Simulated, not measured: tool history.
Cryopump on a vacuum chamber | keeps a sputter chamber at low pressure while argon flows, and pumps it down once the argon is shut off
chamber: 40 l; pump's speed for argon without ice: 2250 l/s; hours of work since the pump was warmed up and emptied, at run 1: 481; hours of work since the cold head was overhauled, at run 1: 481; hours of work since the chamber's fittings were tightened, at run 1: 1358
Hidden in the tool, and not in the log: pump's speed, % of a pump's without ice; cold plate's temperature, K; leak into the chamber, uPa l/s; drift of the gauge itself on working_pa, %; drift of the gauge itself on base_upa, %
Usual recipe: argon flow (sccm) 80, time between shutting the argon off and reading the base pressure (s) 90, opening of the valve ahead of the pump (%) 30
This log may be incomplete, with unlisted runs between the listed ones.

run,hour,argon flow (sccm),time between shutting the argon off and reading the base pressure (s),opening of the valve ahead of the pump (%),hours of work since the pump was warmed up and emptied,hours of work since the cold head was overhauled,hours of work since the chamber's fittings were tightened,pressure while argon flows (Pa),pressure after the wait (uPa)
1,0.0,80,90,30,481,481,1358,0.2145,2.17
2,52.6,80,25,30,524,524,1401,0.2150,4.10
3,93.9,80,25,30,557,557,1434,0.2142,4.13
4,139.6,80,25,30,594,594,1472,0.2171,4.29
5,181.7,80,25,30,629,629,1506,0.2178,4.26
6,205.9,80,90,30,649,649,1526,0.2189,2.47
7,239.3,80,90,30,676,676,1553,0.2189,2.47
8,281.4,80,90,30,710,710,1587,0.2185,2.64
# hour 310.9: leaking fittings of the chamber tightened, without venting
9,319.6,59,71,37,740,740,7,0.1347,1.10
10,365.6,102,90,44,777,777,45,0.1994,0.96
11,404.9,102,90,44,809,809,77,0.2032,0.99
12,439.9,38,52,20,838,838,105,0.1538,1.58
13,470.8,80,46,19,863,863,130,0.3393,1.73
14,495.9,80,163,30,883,883,151,0.2236,0.77
15,520.0,58,149,59,903,903,170,0.0916,0.82
16,557.9,49,90,49,934,934,201,0.0920,1.17

Below are 3 alternative next runs, each starting from the tool's condition after run 16. Predict each:
A,604.6,43,218,30,972,972,239,?,?
B,604.6,33,194,16,972,972,239,?,?
C,604.6,49,230,49,972,972,239,?,?

run,pressure while argon flows (Pa),pressure after the wait (uPa)
A,0.1217,0.79
B,0.1664,0.80
C,0.0925,0.77
What these runs would have given with no unlogged condition in the tool:
run,pressure while argon flows (Pa),pressure after the wait (uPa)
A,0.1068,0.44
B,0.1551,0.46
C,0.0755,0.43

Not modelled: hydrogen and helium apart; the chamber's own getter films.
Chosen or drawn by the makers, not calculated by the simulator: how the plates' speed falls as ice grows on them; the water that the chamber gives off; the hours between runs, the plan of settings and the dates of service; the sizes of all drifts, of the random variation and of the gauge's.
